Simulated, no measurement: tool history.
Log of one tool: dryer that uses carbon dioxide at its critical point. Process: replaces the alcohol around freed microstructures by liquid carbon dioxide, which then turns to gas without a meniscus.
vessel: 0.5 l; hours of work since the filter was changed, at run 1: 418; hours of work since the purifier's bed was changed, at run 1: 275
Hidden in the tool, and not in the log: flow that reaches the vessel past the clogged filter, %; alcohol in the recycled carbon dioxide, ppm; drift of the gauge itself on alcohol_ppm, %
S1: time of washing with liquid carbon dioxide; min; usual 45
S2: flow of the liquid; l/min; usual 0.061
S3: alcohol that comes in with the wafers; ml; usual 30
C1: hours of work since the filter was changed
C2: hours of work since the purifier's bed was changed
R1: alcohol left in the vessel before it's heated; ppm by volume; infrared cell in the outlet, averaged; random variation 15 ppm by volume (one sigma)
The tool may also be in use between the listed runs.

Run 1, hour 0: usual settings; C1 418; C2 275. Result: R1 1500 ppm by volume.
Run 2, hour 17.9: usual settings; C1 431; C2 288. Result: R1 1530 ppm by volume.
Run 3, hour 28.1: usual settings; C1 438; C2 296. Result: R1 1522 ppm by volume.
Run 4, hour 44.4: usual settings; C1 450; C2 308. Result: R1 1550 ppm by volume.
Run 5, hour 58.4: usual settings; C1 461; C2 318. Result: R1 1635 ppm by volume.
Run 6, hour 68: usual settings; C1 468; C2 325. Result: R1 1589 ppm by volume.
Run 7, hour 88.5: usual settings; C1 483; C2 340. Result: R1 1602 ppm by volume.
Run 8, hour 102.8: usual settings but S1 49 min, S2 0.0849 l/min; C1 493; C2 350. Result: R1 331 ppm by volume.
Run 9, hour 117.6: usual settings but S1 38 min, S2 0.0849 l/min; C1 504; C2 361. Result: R1 928 ppm by volume.
Run 10, hour 126.8: usual settings but S1 40 min; C1 510; C2 368. Result: R1 2464 ppm by volume.
Run 11, hour 135.6: usual settings but S1 40 min; C1 517; C2 374. Result: R1 2477 ppm by volume.
Run 12, hour 144.9: usual settings but S1 40 min; C1 524; C2 381. Result: R1 2498 ppm by volume.
Run 13, hour 155.5: usual settings but S1 54 min, S2 0.0412 l/min, S3 42 ml; C1 531; C2 389. Result: R1 4662 ppm by volume.

4 ways to go on from here, each from the tool as it stands after run 13. What would each give?
Run A, hour 173.8: usual settings but S1 59 min, S2 0.0432 l/min, S3 51 ml; C1 545; C2 402. Result: R1 ?.
Run B, hour 173.8: usual settings but S1 30 min, S2 0.1018 l/min, S3 42 ml; C1 545; C2 402. Result: R1 ?.
Run C, hour 173.8: usual settings but S3 88 ml; C1 545; C2 402. Result: R1 ?.
Run D, hour 173.8: usual settings but S2 0.0891 l/min, S3 120 ml; C1 545; C2 402. Result: R1 ?.

run    R1
  A  3633
  B  1633
  C  4901
  D  1363
Without the tool's hidden state the same runs would have given:
run    R1
  A  2162
  B   845
  C  2830
  D   577
